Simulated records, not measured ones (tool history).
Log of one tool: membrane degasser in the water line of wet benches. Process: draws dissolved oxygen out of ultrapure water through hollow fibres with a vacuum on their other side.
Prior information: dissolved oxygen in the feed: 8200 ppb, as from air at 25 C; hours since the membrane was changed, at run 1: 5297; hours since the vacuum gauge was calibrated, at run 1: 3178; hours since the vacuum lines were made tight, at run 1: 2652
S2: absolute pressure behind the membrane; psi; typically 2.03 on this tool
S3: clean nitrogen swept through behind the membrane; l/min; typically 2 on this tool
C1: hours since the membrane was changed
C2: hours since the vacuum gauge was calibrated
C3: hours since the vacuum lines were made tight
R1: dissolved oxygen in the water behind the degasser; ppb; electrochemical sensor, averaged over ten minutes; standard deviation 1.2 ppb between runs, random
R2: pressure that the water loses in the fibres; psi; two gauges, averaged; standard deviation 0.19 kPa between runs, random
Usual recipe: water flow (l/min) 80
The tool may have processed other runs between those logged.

Run 1, day 0: usual settings; C1 5297; C2 3178; C3 2652. Result: R1 812.3 ppb, R2 6.019 psi.
Run 2, day 4.862: usual settings; C1 5414; C2 3295; C3 2768. Result: R1 811.3 ppb, R2 6.047 psi.
Run 3, day 10.904: usual settings; C1 5559; C2 3440; C3 2913. Result: R1 811.4 ppb, R2 6.015 psi.
Run 4, day 16: usual settings but S3 5.96 l/min; C1 5681; C2 3562; C3 3036. Result: R1 333.5 ppb, R2 6.026 psi.
Run 5, day 19.621: usual settings but water flow (l/min) 122, S3 5.96 l/min; C1 5768; C2 3649; C3 3123. Result: R1 515.7 ppb, R2 9.219 psi.
Run 6, day 23.117: usual settings but water flow (l/min) 122, S3 5.96 l/min; C1 5852; C2 3733; C3 3206. Result: R1 515.8 ppb, R2 9.204 psi.
Run 7, day 27.917: usual settings but water flow (l/min) 122, S3 5.96 l/min; C1 5967; C2 3848; C3 3322. Result: R1 515.8 ppb, R2 9.136 psi.
Run 8, day 33.975: usual settings but water flow (l/min) 122, S3 5.96 l/min; C1 6112; C2 3994; C3 3467. Result: R1 517.4 ppb, R2 9.221 psi.
Run 9, day 37.296: usual settings but water flow (l/min) 122, S3 5.96 l/min; C1 6192; C2 4073; C3 3547. Result: R1 517.4 ppb, R2 9.256 psi.
Run 10, day 41.083: usual settings but water flow (l/min) 122, S3 5.96 l/min; C1 6283; C2 4164; C3 3638. Result: R1 517.6 ppb, R2 9.245 psi.
Run 11, day 44.792: usual settings but water flow (l/min) 122, S3 5.96 l/min; C1 6372; C2 4253; C3 3727. Result: R1 517.8 ppb, R2 9.219 psi.
Run 12, day 49.788: usual settings but water flow (l/min) 122, S3 5.96 l/min; C1 6492; C2 4373; C3 3846. Result: R1 517.9 ppb, R2 9.206 psi.
Run 13, day 52.312: usual settings but water flow (l/min) 122, S3 5.96 l/min; C1 6553; C2 4434; C3 3907. Result: R1 518.3 ppb, R2 9.342 psi.
Run 14, day 58.392: usual settings; C1 6698; C2 4580; C3 4053. Result: R1 815 ppb, R2 6.07 psi.
Run 15, day 63.292: usual settings but S2 1.31 psi; C1 6816; C2 4697; C3 4171. Result: R1 462.9 ppb, R2 6.076 psi.
Run 16, day 69.338: usual settings but S2 3.8 psi; C1 6961; C2 4842; C3 4316. Result: R1 1569.1 ppb, R2 6.089 psi.
Run 17, day 72.725: usual settings but water flow (l/min) 58, S2 3.06 psi, S3 1.46 l/min; C1 7042; C2 4924; C3 4397. Result: R1 1260.5 ppb, R2 4.405 psi.
Run 18, day 76.417: usual settings but water flow (l/min) 113, S2 1.84 psi, S3 1.04 l/min; C1 7131; C2 5012; C3 4486. Result: R1 1420.4 ppb, R2 8.599 psi.
Run 19, day 82.467: usual settings but water flow (l/min) 113, S2 1.84 psi, S3 1.04 l/min; C1 7276; C2 5157; C3 4631. Result: R1 1419.8 ppb, R2 8.675 psi.
Run 20, day 87.925: usual settings but water flow (l/min) 60, S2 1.75 psi, S3 3.71 l/min; C1 7407; C2 5288; C3 4762. Result: R1 323.9 ppb, R2 4.579 psi.
Run 21, day 93.783: usual settings but water flow (l/min) 83, S2 1.75 psi, S3 1.27 l/min; C1 7548; C2 5429; C3 4902. Result: R1 970 ppb, R2 6.39 psi.
Run 22, day 97.225: usual settings but water flow (l/min) 91, S2 3.65 psi; C1 7630; C2 5512; C3 4985. Result: R1 1652.8 ppb, R2 6.963 psi.
Run 23, day 100.288: usual settings but S2 2.97 psi, S3 0.91 l/min; C1 7704; C2 5585; C3 5058. Result: R1 2047.8 ppb, R2 6.089 psi.
Run 24, day 106.512: usual settings but S2 2.97 psi, S3 0.91 l/min; C1 7853; C2 5734; C3 5208. Result: R1 2047.6 ppb, R2 6.148 psi.
Run 25, day 110.933: usual settings but S2 2.97 psi, S3 0.91 l/min; C1 7959; C2 5841; C3 5314. Result: R1 2048.4 ppb, R2 6.086 psi.
At day 111.475: seals of the vacuum lines changed.
Run 26, day 114.108: usual settings but S2 2.97 psi, S3 0.91 l/min; C1 8034; C2 5915; C3 63. Result: R1 2046.5 ppb, R2 6.096 psi.
Run 27, day 118.246: usual settings but water flow (l/min) 72, S2 1.42 psi, S3 0.91 l/min; C1 8133; C2 6014; C3 163. Result: R1 838.7 ppb, R2 5.503 psi.
Run 28, day 120.825: usual settings but water flow (l/min) 57; C1 8195; C2 6076; C3 224. Result: R1 624.6 ppb, R2 4.353 psi.
Run 29, day 125.35: usual settings but water flow (l/min) 57; C1 8303; C2 6185; C3 333. Result: R1 625 ppb, R2 4.406 psi.
Run 30, day 129.496: usual settings but water flow (l/min) 121; C1 8403; C2 6284; C3 433. Result: R1 1126.9 ppb, R2 9.317 psi.
Run 31, day 135.262: usual settings but water flow (l/min) 121; C1 8541; C2 6422; C3 571. Result: R1 1130.4 ppb, R2 9.384 psi.

Hidden condition of the tool, last listed run before each entry between runs versus first listed run after:
Between runs 25 and 26: seals of the vacuum lines changed (day 111.475)
  air that leaks in behind the membrane, l/min: 0.0059 -> 0.004
  the result without the hidden state subtracted from the measured one, R1: +17.4 -> +18.4 ppb; R2: +0.331 -> +0.334 psi

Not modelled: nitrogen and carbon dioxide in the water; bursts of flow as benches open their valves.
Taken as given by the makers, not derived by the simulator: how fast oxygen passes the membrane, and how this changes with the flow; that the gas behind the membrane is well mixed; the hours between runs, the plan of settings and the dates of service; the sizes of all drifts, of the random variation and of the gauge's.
